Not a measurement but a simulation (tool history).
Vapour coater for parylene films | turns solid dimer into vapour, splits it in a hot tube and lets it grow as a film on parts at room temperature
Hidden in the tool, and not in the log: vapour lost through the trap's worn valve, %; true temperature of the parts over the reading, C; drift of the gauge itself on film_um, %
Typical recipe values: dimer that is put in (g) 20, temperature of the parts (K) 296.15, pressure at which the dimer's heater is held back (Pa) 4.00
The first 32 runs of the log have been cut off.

run,hour,dimer that is put in (g),temperature of the parts (K),pressure at which the dimer's heater is held back (Pa),hours of work since the trap's valve was overhauled,hours of work since the table's thermometer was calibrated,thickness of the film (µm)
33,821.6,9,297.15,5.98,91,635,2.04
34,839.0,29,296.15,4.56,98,642,7.19
35,873.1,20,290.15,3.77,112,656,6.81
36,899.7,20,290.15,9.68,123,666,5.92
37,928.7,31,291.15,4.00,134,678,9.87
38,943.4,20,305.15,4.00,140,684,3.19
39,976.0,9,305.15,4.00,154,698,1.45
40,1001.8,9,305.15,4.00,164,708,1.43
41,1026.0,9,305.15,4.00,174,718,1.44
42,1041.8,35,296.15,3.05,181,724,8.89
43,1074.0,8,295.15,3.05,194,738,2.14
44,1097.7,8,295.15,3.05,203,747,2.15
45,1129.5,8,295.15,3.05,216,760,2.14
46,1162.8,19,293.15,3.05,230,774,5.58
# hour 1184.1: trap's valve overhauled
47,1186.6,10,296.15,4.00,1,782,2.51

Predict each of these 3 candidate next runs independently; none follows another, all start after run 47:
A,1207.6,19,294.15,3.15,10,791,?
B,1207.6,10,296.15,2.41,10,791,?
C,1207.6,10,295.15,4.00,10,791,?

run,thickness of the film (µm)
A,5.56
B,2.71
C,2.66
With the hidden condition removed and each run's random variation left untouched, the same runs would have given:
run,thickness of the film (µm)
A,5.69
B,2.77
C,2.72
